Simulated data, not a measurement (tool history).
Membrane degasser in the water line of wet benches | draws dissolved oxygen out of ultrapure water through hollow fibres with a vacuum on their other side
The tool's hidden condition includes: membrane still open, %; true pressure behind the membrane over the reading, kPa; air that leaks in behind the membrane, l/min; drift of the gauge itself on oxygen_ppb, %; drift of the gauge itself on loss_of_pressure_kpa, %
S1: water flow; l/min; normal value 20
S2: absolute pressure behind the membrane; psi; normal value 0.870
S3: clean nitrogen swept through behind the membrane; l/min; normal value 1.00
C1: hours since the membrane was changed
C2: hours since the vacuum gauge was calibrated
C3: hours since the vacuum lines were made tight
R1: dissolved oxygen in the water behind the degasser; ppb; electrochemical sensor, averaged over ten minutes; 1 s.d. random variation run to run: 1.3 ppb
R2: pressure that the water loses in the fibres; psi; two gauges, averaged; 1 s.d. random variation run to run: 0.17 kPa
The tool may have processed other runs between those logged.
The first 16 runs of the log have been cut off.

Run 17, hour 815.6: usual settings but S1 13 l/min, S2 0.738 psi, S3 1.13 l/min; C1 2453; C2 5736; C3 10061. Result: R1 56.4 ppb, R2 2.821 psi.
Run 18, hour 846.3: usual settings but S1 13 l/min, S2 0.738 psi, S3 1.13 l/min; C1 2484; C2 5767; C3 10092. Result: R1 58.1 ppb, R2 2.863 psi.
Run 19, hour 882.8: usual settings but S1 13 l/min, S2 0.738 psi, S3 1.13 l/min; C1 2520; C2 5803; C3 10129. Result: R1 57.8 ppb, R2 2.812 psi.
Run 20, hour 912.8: usual settings but S1 15 l/min, S2 1.952 psi, S3 1.04 l/min; C1 2550; C2 5833; C3 10159. Result: R1 339.8 ppb, R2 3.250 psi.
Run 21, hour 969.6: usual settings but S1 14 l/min, S2 0.553 psi, S3 2.73 l/min; C1 2607; C2 5890; C3 10215. Result: R1 10.9 ppb, R2 3.075 psi.
Run 22, hour 1003.1: usual settings but S1 13 l/min, S2 0.901 psi, S3 2.73 l/min; C1 2641; C2 5924; C3 10249. Result: R1 38.3 ppb, R2 2.820 psi.
Run 23, hour 1063.5: usual settings but S2 0.560 psi, S3 2.73 l/min; C1 2701; C2 5984; C3 10309. Result: R1 17.2 ppb, R2 4.370 psi.
Run 24, hour 1120.1: usual settings but S1 13 l/min, S2 0.980 psi, S3 2.36 l/min; C1 2758; C2 6041; C3 10366. Result: R1 52.4 ppb, R2 2.846 psi.
Run 25, hour 1150.6: usual settings but S1 13 l/min, S2 0.980 psi, S3 2.36 l/min; C1 2788; C2 6071; C3 10396. Result: R1 52.9 ppb, R2 2.809 psi.
Run 26, hour 1207.6: usual settings but S1 19 l/min, S2 1.385 psi, S3 1.73 l/min; C1 2845; C2 6128; C3 10453. Result: R1 170.9 ppb, R2 4.158 psi.
Run 27, hour 1236.6: usual settings but S1 23 l/min, S2 0.896 psi, S3 2.17 l/min; C1 2874; C2 6157; C3 10482. Result: R1 87.3 ppb, R2 4.992 psi.
Run 28, hour 1279.4: usual settings but S1 15 l/min, S2 1.317 psi, S3 1.12 l/min; C1 2917; C2 6200; C3 10525. Result: R1 191.2 ppb, R2 3.321 psi.
Run 29, hour 1338.1: usual settings but S1 21 l/min, S2 1.472 psi, S3 2.00 l/min; C1 2976; C2 6259; C3 10584. Result: R1 180.7 ppb, R2 4.588 psi.
Run 30, hour 1372.1: usual settings but S1 21 l/min, S2 1.472 psi, S3 2.00 l/min; C1 3010; C2 6293; C3 10618. Result: R1 182.5 ppb, R2 4.637 psi.
Run 31, hour 1421.0: usual settings but S2 1.806 psi; C1 3059; C2 6341; C3 10667. Result: R1 410.3 ppb, R2 4.363 psi.
Run 32, hour 1480.4: usual settings but S1 30 l/min, S2 0.534 psi; C1 3118; C2 6401; C3 10726. Result: R1 70.2 ppb, R2 6.582 psi.

Forecast each of these 4 alternatives for the next run:
Run A, hour 1537.9: usual settings but S1 18 l/min, S3 0.49 l/min; C1 3176; C2 6458; C3 10784. Result: R1 ?, R2 ?.
Run B, hour 1537.9: usual settings but S2 0.801 psi, S3 1.22 l/min; C1 3176; C2 6458; C3 10784. Result: R1 ?, R2 ?.
Run C, hour 1537.9: usual settings but S1 14 l/min; C1 3176; C2 6458; C3 10784. Result: R1 ?, R2 ?.
Run D, hour 1537.9: usual settings but S1 31 l/min, S2 0.991 psi, S3 0.70 l/min; C1 3176; C2 6458; C3 10784. Result: R1 ?, R2 ?.

run     R1     R2
  A  224.4  3.962
  B   95.9  4.402
  C   98.4  3.052
  D  350.0  6.783
Without the tool's hidden state the same runs would have given:
run     R1     R2
  A  208.3  3.896
  B   86.5  4.326
  C   89.1  2.999
  D  330.5  6.669
